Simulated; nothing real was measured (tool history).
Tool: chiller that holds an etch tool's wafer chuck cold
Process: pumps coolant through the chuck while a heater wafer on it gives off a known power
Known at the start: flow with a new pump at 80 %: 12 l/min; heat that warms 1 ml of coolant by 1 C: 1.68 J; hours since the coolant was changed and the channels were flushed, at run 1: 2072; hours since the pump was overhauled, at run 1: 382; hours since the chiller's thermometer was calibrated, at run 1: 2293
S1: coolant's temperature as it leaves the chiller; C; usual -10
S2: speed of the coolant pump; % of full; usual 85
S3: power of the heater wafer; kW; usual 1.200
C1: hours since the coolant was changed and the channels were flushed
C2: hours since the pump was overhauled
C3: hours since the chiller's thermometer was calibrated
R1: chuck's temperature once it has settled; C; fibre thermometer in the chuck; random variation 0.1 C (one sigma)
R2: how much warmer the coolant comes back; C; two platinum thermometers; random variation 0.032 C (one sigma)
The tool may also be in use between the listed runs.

{"run": 1, "day": 0.0, "S1": -10, "S2": 85, "S3": 1.2, "C1": 2072, "C2": 382, "C3": 2293, "R1": -1.6, "R2": 3.35}
{"run": 2, "day": 2.083, "S1": -10, "S2": 85, "S3": 1.2, "C1": 2122, "C2": 432, "C3": 2343, "R1": -1.6, "R2": 3.39}
{"day": 2.467, "done": "chiller's thermometer calibrated"}
{"run": 3, "day": 3.329, "S1": -10, "S2": 85, "S3": 1.2, "C1": 2151, "C2": 461, "C3": 21, "R1": -1.7, "R2": 3.4}
{"run": 4, "day": 4.967, "S1": -10, "S2": 85, "S3": 1.2, "C1": 2191, "C2": 500, "C3": 60, "R1": -1.6, "R2": 3.41}
{"run": 5, "day": 6.571, "S1": -10, "S2": 85, "S3": 1.2, "C1": 2229, "C2": 539, "C3": 98, "R1": -1.6, "R2": 3.36}
{"run": 6, "day": 8.125, "S1": -10, "S2": 85, "S3": 1.2, "C1": 2266, "C2": 576, "C3": 136, "R1": -1.5, "R2": 3.42}
{"run": 7, "day": 9.433, "S1": -10, "S2": 85, "S3": 1.047, "C1": 2298, "C2": 607, "C3": 167, "R1": -2.7, "R2": 2.92}
{"run": 8, "day": 11.417, "S1": -10, "S2": 85, "S3": 1.748, "C1": 2345, "C2": 655, "C3": 215, "R1": 2.5, "R2": 4.94}
{"run": 9, "day": 13.196, "S1": -13, "S2": 85, "S3": 1.2, "C1": 2388, "C2": 698, "C3": 257, "R1": -4.6, "R2": 3.43}
{"run": 10, "day": 14.279, "S1": -13, "S2": 85, "S3": 1.2, "C1": 2414, "C2": 724, "C3": 283, "R1": -4.3, "R2": 3.43}
{"run": 11, "day": 15.358, "S1": -10, "S2": 85, "S3": 1.2, "C1": 2440, "C2": 749, "C3": 309, "R1": -1.4, "R2": 3.43}
{"run": 12, "day": 16.988, "S1": -10, "S2": 62, "S3": 1.2, "C1": 2479, "C2": 789, "C3": 348, "R1": 0.2, "R2": 4.73}
{"run": 13, "day": 18.442, "S1": -10, "S2": 62, "S3": 1.2, "C1": 2514, "C2": 823, "C3": 383, "R1": 0.3, "R2": 4.73}
{"run": 14, "day": 20.096, "S1": -10, "S2": 62, "S3": 1.2, "C1": 2554, "C2": 863, "C3": 423, "R1": 0.4, "R2": 4.77}
{"run": 15, "day": 21.846, "S1": -10, "S2": 62, "S3": 1.2, "C1": 2596, "C2": 905, "C3": 465, "R1": 0.1, "R2": 4.66}
{"run": 16, "day": 23.354, "S1": -10, "S2": 62, "S3": 1.2, "C1": 2632, "C2": 941, "C3": 501, "R1": 0.2, "R2": 4.73}
{"run": 17, "day": 24.288, "S1": -10, "S2": 62, "S3": 1.2, "C1": 2654, "C2": 964, "C3": 524, "R1": 0.4, "R2": 4.67}
{"run": 18, "day": 25.608, "S1": -7, "S2": 85, "S3": 1.376, "C1": 2686, "C2": 995, "C3": 555, "R1": 2.9, "R2": 3.93}
{"run": 19, "day": 27.258, "S1": -7, "S2": 85, "S3": 1.376, "C1": 2726, "C2": 1035, "C3": 595, "R1": 2.9, "R2": 3.9}
{"run": 20, "day": 29.175, "S1": -5, "S2": 85, "S3": 1.03, "C1": 2772, "C2": 1081, "C3": 641, "R1": 2.4, "R2": 2.95}
{"run": 21, "day": 30.721, "S1": -5, "S2": 85, "S3": 1.03, "C1": 2809, "C2": 1118, "C3": 678, "R1": 2.4, "R2": 2.89}
{"run": 22, "day": 32.175, "S1": -10, "S2": 84, "S3": 1.2, "C1": 2844, "C2": 1153, "C3": 713, "R1": -1.2, "R2": 3.49}
{"run": 23, "day": 34.429, "S1": -10, "S2": 85, "S3": 1.343, "C1": 2898, "C2": 1207, "C3": 767, "R1": -0.5, "R2": 3.78}
{"run": 24, "day": 35.383, "S1": -10, "S2": 85, "S3": 1.343, "C1": 2921, "C2": 1230, "C3": 790, "R1": -0.2, "R2": 3.81}
{"run": 25, "day": 36.425, "S1": -12, "S2": 84, "S3": 0.82, "C1": 2946, "C2": 1255, "C3": 815, "R1": -6.2, "R2": 2.35}
{"run": 26, "day": 38.017, "S1": -4, "S2": 97, "S3": 1.534, "C1": 2984, "C2": 1293, "C3": 853, "R1": 6.3, "R2": 3.81}
{"run": 27, "day": 39.738, "S1": -4, "S2": 97, "S3": 1.534, "C1": 3025, "C2": 1335, "C3": 894, "R1": 6.3, "R2": 3.82}
{"run": 28, "day": 40.838, "S1": -13, "S2": 100, "S3": 1.126, "C1": 3052, "C2": 1361, "C3": 921, "R1": -5.5, "R2": 2.67}
{"run": 29, "day": 42.512, "S1": -13, "S2": 100, "S3": 1.126, "C1": 3092, "C2": 1401, "C3": 961, "R1": -5.6, "R2": 2.68}
{"run": 30, "day": 44.329, "S1": -13, "S2": 100, "S3": 1.126, "C1": 3135, "C2": 1445, "C3": 1005, "R1": -5.7, "R2": 2.74}
{"run": 31, "day": 46.508, "S1": -10, "S2": 100, "S3": 0.746, "C1": 3188, "C2": 1497, "C3": 1057, "R1": -5.1, "R2": 1.79}

Forecast run 32:
{"run": 32, "day": 47.488, "S1": -10, "S2": 100, "S3": 0.746, "C1": 3211, "C2": 1521, "C3": 1080, "R1": "?", "R2": "?"}

R1: -5.1 C
R2: 1.84 C
Without the tool's hidden state the same run would have given R1 -5.4 C, R2 1.79 C.

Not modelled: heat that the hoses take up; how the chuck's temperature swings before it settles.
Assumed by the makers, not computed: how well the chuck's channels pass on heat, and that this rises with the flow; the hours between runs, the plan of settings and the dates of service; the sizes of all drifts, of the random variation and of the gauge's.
